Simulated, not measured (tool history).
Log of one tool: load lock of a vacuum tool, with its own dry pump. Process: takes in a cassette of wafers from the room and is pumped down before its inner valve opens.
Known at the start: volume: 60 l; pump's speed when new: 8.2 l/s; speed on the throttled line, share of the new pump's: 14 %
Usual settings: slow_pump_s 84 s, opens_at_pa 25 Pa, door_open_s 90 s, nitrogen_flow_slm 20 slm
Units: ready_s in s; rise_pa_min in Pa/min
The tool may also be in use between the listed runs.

| run | hour | slow_pump_s | opens_at_pa | door_open_s | nitrogen_flow_slm | incoming humidity of the room's air, % | ready_s | rise_pa_min |
|---|---|---|---|---|---|---|---|---|
| 1 | 0.0 | 84 | 25 | 90 | 20 | 45.1 | 147.2 | 0.195 |
| 2 | 223.3 | 84 | 25 | 90 | 20 | 43.3 | 149.3 | 0.194 |
| 3 | 583.0 | 84 | 25 | 90 | 20 | 47.6 | 148.3 | 0.218 |
| 4 | 1049.0 | 84 | 25 | 90 | 20 | 45.0 | 148.5 | 0.212 |
| 5 | 1406.3 | 84 | 25 | 90 | 4 | 47.7 | 149.6 | 0.247 |
| 6 | 1630.9 | 84 | 25 | 90 | 4 | 44.2 | 150.4 | 0.253 |
| 7 | 2057.6 | 84 | 25 | 90 | 27 | 50.1 | 150.2 | 0.242 |
| 8 | 2514.3 | 84 | 25 | 90 | 27 | 41.8 | 150.1 | 0.234 |
|  | 2837.7 | dry pump taken out, an overhauled one fitted |
| 9 | 2998.4 | 84 | 25 | 90 | 8 | 45.6 | 134.7 | 0.273 |
| 10 | 3526.8 | 84 | 25 | 90 | 8 | 45.9 | 134.7 | 0.279 |
| 11 | 3829.5 | 84 | 25 | 90 | 20 | 46.1 | 134.7 | 0.271 |
| 12 | 4355.2 | 84 | 25 | 90 | 20 | 43.3 | 135.6 | 0.287 |
| 13 | 4801.6 | 84 | 25 | 90 | 20 | 43.4 | 134.9 | 0.288 |
| 14 | 5285.7 | 84 | 25 | 30 | 20 | 44.5 | 136.8 | 0.292 |
| 15 | 5505.2 | 84 | 25 | 90 | 20 | 44.6 | 135.1 | 0.318 |
| 16 | 5979.0 | 84 | 25 | 90 | 20 | 46.9 | 137.2 | 0.329 |
| 17 | 6451.3 | 84 | 25 | 90 | 20 | 45.7 | 139.2 | 0.331 |
| 18 | 6967.1 | 84 | 25 | 128 | 20 | 46.1 | 136.1 | 0.356 |
| 19 | 7271.2 | 84 | 40 | 40 | 5 | 42.7 | 134.0 | 0.357 |
| 20 | 7489.8 | 84 | 40 | 40 | 5 | 41.5 | 132.5 | 0.358 |
| 21 | 7978.2 | 100 | 33 | 29 | 25 | 44.4 | 147.2 | 0.360 |
| 22 | 8309.3 | 100 | 33 | 29 | 25 | 41.9 | 149.6 | 0.362 |
| 23 | 8684.4 | 97 | 25 | 227 | 7 | 45.5 | 148.4 | 0.427 |
| 24 | 8917.6 | 97 | 25 | 227 | 7 | 49.0 | 150.0 | 0.457 |
| 25 | 9179.7 | 97 | 25 | 227 | 7 | 45.7 | 148.6 | 0.450 |
| 26 | 9670.6 | 97 | 25 | 227 | 7 | 47.5 | 148.5 | 0.468 |
| 27 | 9945.5 | 97 | 25 | 227 | 7 | 45.8 | 148.5 | 0.476 |
| 28 | 10361.1 | 84 | 25 | 134 | 43 | 42.7 | 138.5 | 0.434 |
| 29 | 10752.5 | 84 | 25 | 134 | 43 | 46.3 | 138.1 | 0.446 |
| 30 | 11003.8 | 84 | 25 | 134 | 43 | 42.9 | 139.5 | 0.452 |
| 31 | 11452.7 | 48 | 45 | 240 | 11 | 44.6 | 103.5 | 0.517 |
| 32 | 11910.7 | 49 | 19 | 60 | 11 | 46.3 | 111.5 | 0.506 |
| 33 | 12145.3 | 84 | 25 | 126 | 14 | 43.9 | 139.2 | 0.499 |
| 34 | 12499.9 | 84 | 25 | 126 | 14 | 46.5 | 138.5 | 0.530 |
| 35 | 12827.2 | 45 | 20 | 95 | 43 | 46.1 | 109.1 | 0.504 |
| 36 | 13264.8 | 84 | 35 | 90 | 4 | 43.8 | 138.7 | 0.554 |

Some steps in ready_s between neighbouring runs. How much of each would the tool show without its hidden state too (settings, what came in, random variation), and how much is left for the hidden state, with any gauge scatter that isn't in both results?
The hidden state here: pump's speed, % of a new pump's; leak at the door's seal, Pa l/s; drift of the gauge itself on ready_s, %; drift of the gauge itself on rise_pa_min, %.
Run 8 -> 9: nitrogen_flow_slm 27 -> 8, dry pump taken out, an overhauled one fitted. ready_s -15.4 s: hidden state -16.4, all else +1.0.
Run 30 -> 31: slow_pump_s 84 -> 48, opens_at_pa 25 -> 45, door_open_s 134 -> 240, nitrogen_flow_slm 43 -> 11. ready_s -36.0 s: hidden state +0.4, all else -36.4.
Run 31 -> 32: slow_pump_s 48 -> 49, opens_at_pa 45 -> 19, door_open_s 240 -> 60. ready_s +8.0 s: hidden state +1.1, all else +6.9.
Run 34 -> 35: slow_pump_s 84 -> 45, opens_at_pa 25 -> 20, door_open_s 126 -> 95, nitrogen_flow_slm 14 -> 43. ready_s -29.4 s: hidden state +1.2, all else -30.6.
Run 35 -> 36: slow_pump_s 45 -> 84, opens_at_pa 20 -> 35, door_open_s 95 -> 90, nitrogen_flow_slm 43 -> 4. ready_s +29.6 s: hidden state -1.0, all else +30.6.
